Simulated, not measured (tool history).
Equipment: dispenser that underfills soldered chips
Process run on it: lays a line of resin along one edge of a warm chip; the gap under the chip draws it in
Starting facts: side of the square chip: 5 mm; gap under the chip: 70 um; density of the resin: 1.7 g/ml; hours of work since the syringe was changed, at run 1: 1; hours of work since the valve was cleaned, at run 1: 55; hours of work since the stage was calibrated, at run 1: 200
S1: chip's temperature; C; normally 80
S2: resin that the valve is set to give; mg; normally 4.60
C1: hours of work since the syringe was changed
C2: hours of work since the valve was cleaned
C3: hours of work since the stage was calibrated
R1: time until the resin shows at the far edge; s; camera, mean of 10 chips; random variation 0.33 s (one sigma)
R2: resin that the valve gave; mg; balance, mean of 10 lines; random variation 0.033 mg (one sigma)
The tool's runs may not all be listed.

run 1 day=0.000 | S1=80 S2=4.60 | C1=1 C2=55 C3=200 | R1=14.3 R2=4.52
run 2 day=0.288 | S1=80 S2=4.60 | C1=5 C2=60 C3=204 | R1=22.1 R2=4.41
-- day=0.588 new syringe of resin
run 3 day=0.596 | S1=80 S2=4.60 | C1=0 C2=65 C3=209 | R1=14.0 R2=4.40
run 4 day=0.921 | S1=80 S2=4.60 | C1=5 C2=70 C3=214 | R1=20.9 R2=4.47
run 5 day=1.133 | S1=80 S2=4.51 | C1=9 C2=73 C3=217 | R1=28.1 R2=4.32
-- day=1.200 new syringe of resin
run 6 day=1.421 | S1=91 S2=4.60 | C1=3 C2=78 C3=222 | R1=11.8 R2=4.40
run 7 day=1.671 | S1=80 S2=4.60 | C1=7 C2=82 C3=226 | R1=26.5 R2=4.47
-- day=1.838 new syringe of resin
run 8 day=1.858 | S1=80 S2=4.60 | C1=0 C2=84 C3=229 | R1=14.2 R2=4.38
run 9 day=2.212 | S1=80 S2=4.55 | C1=6 C2=90 C3=234 | R1=22.8 R2=4.39
-- day=2.462 new syringe of resin
-- day=2.504 dispensing valve cleaned and set on the balance
run 10 day=2.654 | S1=85 S2=4.47 | C1=2 C2=2 C3=240 | R1=14.2 R2=4.48
run 11 day=3.004 | S1=85 S2=4.47 | C1=8 C2=8 C3=246 | R1=22.1 R2=4.46
-- day=3.117 new syringe of resin
run 12 day=3.379 | S1=88 S2=4.18 | C1=4 C2=14 C3=251 | R1=14.6 R2=4.20

What does the tool deliver on the next run?
run 13 day=3.683 | S1=88 S2=4.18 | C1=9 C2=18 C3=256 | R1=? R2=?

R1: 21.4 s
R2: 4.21 mg
The same run, on a tool lacking any hidden state, would have yielded R1 9.5 s, R2 4.24 mg.
